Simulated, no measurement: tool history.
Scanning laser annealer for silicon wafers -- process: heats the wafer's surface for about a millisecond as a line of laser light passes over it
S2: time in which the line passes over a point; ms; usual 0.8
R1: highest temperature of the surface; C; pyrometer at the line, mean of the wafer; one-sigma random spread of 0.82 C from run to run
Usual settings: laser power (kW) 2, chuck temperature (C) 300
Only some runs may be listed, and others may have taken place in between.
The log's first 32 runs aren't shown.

Run 33, hour 315.8: usual settings but laser power (kW) 1.988, S2 0.86 ms, chuck temperature (C) 329. Result: R1 1095.9 C.
Run 34, hour 324: usual settings but laser power (kW) 2.154, S2 0.991 ms, chuck temperature (C) 317. Result: R1 1218.1 C.
Run 35, hour 338.4: usual settings but laser power (kW) 1.762, S2 0.802 ms, chuck temperature (C) 315. Result: R1 963 C.
Run 36, hour 346.1: usual settings but laser power (kW) 1.762, S2 0.802 ms, chuck temperature (C) 315. Result: R1 961.7 C.
Run 37, hour 359.8: usual settings but laser power (kW) 1.745, S2 0.924 ms, chuck temperature (C) 268. Result: R1 957.1 C.
Run 38, hour 366.7: usual settings but laser power (kW) 1.745, S2 0.924 ms, chuck temperature (C) 268. Result: R1 957.9 C.
Run 39, hour 374.7: usual settings but laser power (kW) 1.89, S2 0.606 ms, chuck temperature (C) 328. Result: R1 931.3 C.
Run 40, hour 388.6: usual settings but laser power (kW) 1.89, S2 0.606 ms, chuck temperature (C) 328. Result: R1 931.3 C.

4 ways to go on from here, each from the tool as it stands after run 40. What would each give?
Run A, hour 399.4: usual settings but laser power (kW) 2.167, S2 0.986 ms, chuck temperature (C) 340. Result: R1 ?.
Run B, hour 399.4: usual settings but laser power (kW) 1.997, S2 0.871 ms, chuck temperature (C) 328. Result: R1 ?.
Run C, hour 399.4: usual settings but laser power (kW) 1.89, S2 0.606 ms, chuck temperature (C) 279. Result: R1 ?.
Run D, hour 399.4: usual settings but S2 0.794 ms, chuck temperature (C) 325. Result: R1 ?.

run      R1
  A  1242.8
  B  1103.3
  C   882.6
  D    1065
Stripped of hidden state, with their random variation kept, the same runs would have yielded:
run      R1
  A  1255.3
  B    1114
  C     891
  D  1075.3
